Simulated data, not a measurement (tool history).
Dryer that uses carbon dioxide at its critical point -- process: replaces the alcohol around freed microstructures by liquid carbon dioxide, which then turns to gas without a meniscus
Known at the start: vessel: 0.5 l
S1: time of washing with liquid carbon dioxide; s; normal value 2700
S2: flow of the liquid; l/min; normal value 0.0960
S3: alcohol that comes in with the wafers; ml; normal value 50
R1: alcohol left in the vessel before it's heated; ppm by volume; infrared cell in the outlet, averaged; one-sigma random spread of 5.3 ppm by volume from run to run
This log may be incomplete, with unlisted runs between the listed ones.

{"run": 1, "day": 0.0, "S1": 2700, "S2": 0.096, "S3": 50, "R1": 191}
{"run": 2, "day": 0.546, "S1": 2700, "S2": 0.096, "S3": 50, "R1": 178}
{"run": 3, "day": 1.183, "S1": 2700, "S2": 0.096, "S3": 50, "R1": 203}
{"run": 4, "day": 1.646, "S1": 2100, "S2": 0.096, "S3": 50, "R1": 760}
{"run": 5, "day": 2.175, "S1": 2700, "S2": 0.096, "S3": 50, "R1": 232}
{"run": 6, "day": 3.062, "S1": 2700, "S2": 0.096, "S3": 50, "R1": 229}
{"run": 7, "day": 3.562, "S1": 2700, "S2": 0.096, "S3": 50, "R1": 233}
{"run": 8, "day": 4.142, "S1": 2700, "S2": 0.096, "S3": 50, "R1": 248}
{"run": 9, "day": 4.604, "S1": 2700, "S2": 0.096, "S3": 42, "R1": 214}
{"run": 10, "day": 5.329, "S1": 2700, "S2": 0.0743, "S3": 57, "R1": 1141}
{"run": 11, "day": 5.712, "S1": 2700, "S2": 0.0743, "S3": 57, "R1": 1128}

Run 12, settings as shown, results not yet in. Your forecast:
{"run": 12, "day": 6.192, "S1": 1800, "S2": 0.1479, "S3": 113, "R1": "?"}

R1: 457 ppm by volume
Had the tool carried no hidden state, the very same run would have given R1 188 ppm by volume.
